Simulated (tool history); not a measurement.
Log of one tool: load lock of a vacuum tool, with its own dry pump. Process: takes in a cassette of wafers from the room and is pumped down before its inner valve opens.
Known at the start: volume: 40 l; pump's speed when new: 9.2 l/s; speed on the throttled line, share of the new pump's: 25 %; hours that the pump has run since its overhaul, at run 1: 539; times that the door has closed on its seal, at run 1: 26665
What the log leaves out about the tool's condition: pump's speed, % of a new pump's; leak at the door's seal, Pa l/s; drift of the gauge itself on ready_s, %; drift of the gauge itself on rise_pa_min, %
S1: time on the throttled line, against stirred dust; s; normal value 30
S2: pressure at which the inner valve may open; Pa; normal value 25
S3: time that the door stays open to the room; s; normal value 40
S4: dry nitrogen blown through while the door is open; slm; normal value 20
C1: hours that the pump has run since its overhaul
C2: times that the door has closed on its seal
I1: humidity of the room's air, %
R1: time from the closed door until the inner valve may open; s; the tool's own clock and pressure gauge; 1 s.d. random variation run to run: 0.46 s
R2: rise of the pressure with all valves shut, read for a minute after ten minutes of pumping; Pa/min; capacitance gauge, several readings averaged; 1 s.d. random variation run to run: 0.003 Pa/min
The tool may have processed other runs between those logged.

run     day  S1  S2  S3  S4    C1     C2    I1    R1     R2
  1       0  30  25  40  20   539  26665  45.4  59.8  0.173
  2   7.379  32  25  40  20   716  27545  46.2    61   0.18
  3  11.512  32  25  40  20   815  28037  44.3  60.6  0.179
  4  18.617  32  25  40  20   986  28884  44.6  61.2  0.188
  5  22.696  30  28  40  20  1084  29370  43.6  58.6  0.187
  6  29.538  30  28  40  20  1248  30186  44.8  59.8  0.201
  7  35.992  30  28  40  20  1403  30955  46.1  59.6  0.207
  8  39.879  30  28  40  20  1496  31418    45  58.7  0.206
  9  44.121  30  28  40  20  1598  31924  46.1  58.8  0.219
 10  47.567  30  28  40  20  1681  32335  46.2  58.9  0.221
 11  51.908  30  28  40  20  1785  32852  44.8  58.8   0.22

For some of the steps in R1 from one run to the next: how much would appear even if the tool had no hidden state, given the settings, what came in and random variation, and how much remains for the hidden state plus any gauge scatter that the measured result and the result without hidden state don't share?
Run 2 -> 3: no setting changed, nothing entered. R1 -0.4 s: hidden state +0.1, all else -0.5.
Run 4 -> 5: S1 32 -> 30, S2 25 -> 28. R1 -2.6 s: hidden state +0.1, all else -2.7.
